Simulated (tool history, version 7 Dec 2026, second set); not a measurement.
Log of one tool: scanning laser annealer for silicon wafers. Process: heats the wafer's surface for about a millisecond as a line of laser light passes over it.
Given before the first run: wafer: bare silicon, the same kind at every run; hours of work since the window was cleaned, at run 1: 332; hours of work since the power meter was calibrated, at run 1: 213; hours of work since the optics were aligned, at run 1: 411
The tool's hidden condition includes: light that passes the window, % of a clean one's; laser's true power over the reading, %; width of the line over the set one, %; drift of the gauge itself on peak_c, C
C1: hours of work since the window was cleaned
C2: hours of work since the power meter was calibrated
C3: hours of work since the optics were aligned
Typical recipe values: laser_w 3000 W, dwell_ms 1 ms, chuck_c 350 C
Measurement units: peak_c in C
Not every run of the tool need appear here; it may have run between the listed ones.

Run 1, hour 0: usual settings; C1 332; C2 213; C3 411. Result: peak_c 1100 C.
Run 2, hour 44.5: usual settings; C1 352; C2 234; C3 431. Result: peak_c 1102 C.
Run 3, hour 89.5: usual settings; C1 373; C2 255; C3 452. Result: peak_c 1101 C.
Run 4, hour 139.4: usual settings but dwell_ms 1.02 ms; C1 396; C2 278; C3 475. Result: peak_c 1107 C.
Run 5, hour 180.3: usual settings but dwell_ms 1.02 ms; C1 416; C2 297; C3 494. Result: peak_c 1102 C.
Run 6, hour 234.8: usual settings but dwell_ms 1.02 ms; C1 441; C2 323; C3 520. Result: peak_c 1103 C.
At hour 245.1: optics aligned, line set to its width.
Run 7, hour 299.2: usual settings but dwell_ms 1.04 ms; C1 469; C2 350; C3 25. Result: peak_c 1101 C.
Run 8, hour 340.3: usual settings but laser_w 2952 W, dwell_ms 0.77 ms, chuck_c 383 C; C1 488; C2 369; C3 44. Result: peak_c 1033 C.
At hour 353.6: window over the wafer cleaned.
Run 9, hour 401.2: usual settings but laser_w 2825 W, dwell_ms 1.14 ms, chuck_c 379 C; C1 22; C2 397; C3 72. Result: peak_c 1160 C.
Run 10, hour 457.7: usual settings but laser_w 2825 W, dwell_ms 1.06 ms, chuck_c 352 C; C1 48; C2 423; C3 98. Result: peak_c 1108 C.
At hour 491: optics aligned, line set to its width, once more.
Run 11, hour 513.4: usual settings but laser_w 3067 W, dwell_ms 1.19 ms, chuck_c 352 C; C1 72; C2 447; C3 10. Result: peak_c 1207 C.

Each row is a separate what-if for the run after 11, all from the same tool condition, not one after another. Results?
Run A, hour 543.3: usual settings but laser_w 3067 W, dwell_ms 0.83 ms, chuck_c 352 C; C1 86; C2 460; C3 24. Result: peak_c ?.
Run B, hour 543.3: usual settings but laser_w 2869 W, dwell_ms 1.19 ms, chuck_c 371 C; C1 86; C2 460; C3 24. Result: peak_c ?.
Run C, hour 543.3: usual settings but laser_w 2957 W, chuck_c 374 C; C1 86; C2 460; C3 24. Result: peak_c ?.
Run D, hour 543.3: usual settings but laser_w 3091 W; C1 86; C2 460; C3 24. Result: peak_c ?.
Run E, hour 543.3: usual settings but laser_w 3067 W, dwell_ms 1.19 ms, chuck_c 368 C; C1 86; C2 460; C3 24. Result: peak_c ?.

run  peak_c
  A    1082
  B    1174
  C    1142
  D    1145
  E    1218
Take away the tool's hidden state, keep each run's random variation, and the runs would have read:
run  peak_c
  A    1089
  B    1182
  C    1150
  D    1153
  E    1227
